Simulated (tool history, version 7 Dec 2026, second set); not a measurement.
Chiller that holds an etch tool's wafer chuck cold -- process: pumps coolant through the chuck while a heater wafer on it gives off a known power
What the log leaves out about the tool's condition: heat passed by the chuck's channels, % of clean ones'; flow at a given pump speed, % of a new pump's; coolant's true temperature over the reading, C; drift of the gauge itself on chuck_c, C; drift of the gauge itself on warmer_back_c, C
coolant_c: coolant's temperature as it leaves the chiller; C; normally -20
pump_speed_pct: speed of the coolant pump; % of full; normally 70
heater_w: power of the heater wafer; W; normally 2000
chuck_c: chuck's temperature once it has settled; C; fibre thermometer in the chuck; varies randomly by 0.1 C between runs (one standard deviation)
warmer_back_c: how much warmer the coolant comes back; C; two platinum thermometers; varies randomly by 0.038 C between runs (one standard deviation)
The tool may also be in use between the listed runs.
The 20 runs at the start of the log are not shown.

run    hour  coolant_c  pump_speed_pct  heater_w  hours since the coolant was changed and the channels were flushed  hours since the pump was overhauled  hours since the chiller's thermometer was calibrated  chuck_c  warmer_back_c
 21  1029.4        -16              80      1047                                                               2466                                 2783                                                   224     -8.2           3.22
 22  1095.2        -16              80      1047                                                               2532                                 2849                                                   290     -8.4           3.19
 23  1128.8        -24              69      1476                                                               2566                                 2883                                                   324      -12           5.37
 24  1163.5        -24              72      1441                                                               2600                                 2917                                                   359    -12.6           5.02
 25  1214.6        -24              72      1441                                                               2651                                 2969                                                   410    -12.8           4.95
     1235.1  -- gauge calibrated
 26    1255        -22              82      1544                                                               2692                                 3009                                                   450    -10.8           5.12
 27  1313.4        -21              70      1422                                                               2750                                 3067                                                   508     -9.6           5.49
 28  1350.1        -21              66      2655                                                               2787                                 3104                                                   545      1.1          10.84
 29  1424.8        -21              66      2655                                                               2862                                 3179                                                   620      0.9          10.73

What does the tool deliver on the next run?
 30  1501        -13              76      2469                                                               2938                                 3255                                                   696        ?              ?

chuck_c: 5.8 C
warmer_back_c: 8.75 C
Were there no unlogged condition in the tool, this run, its random variation unchanged, would have produced chuck_c 5.8 C, warmer_back_c 8.84 C.
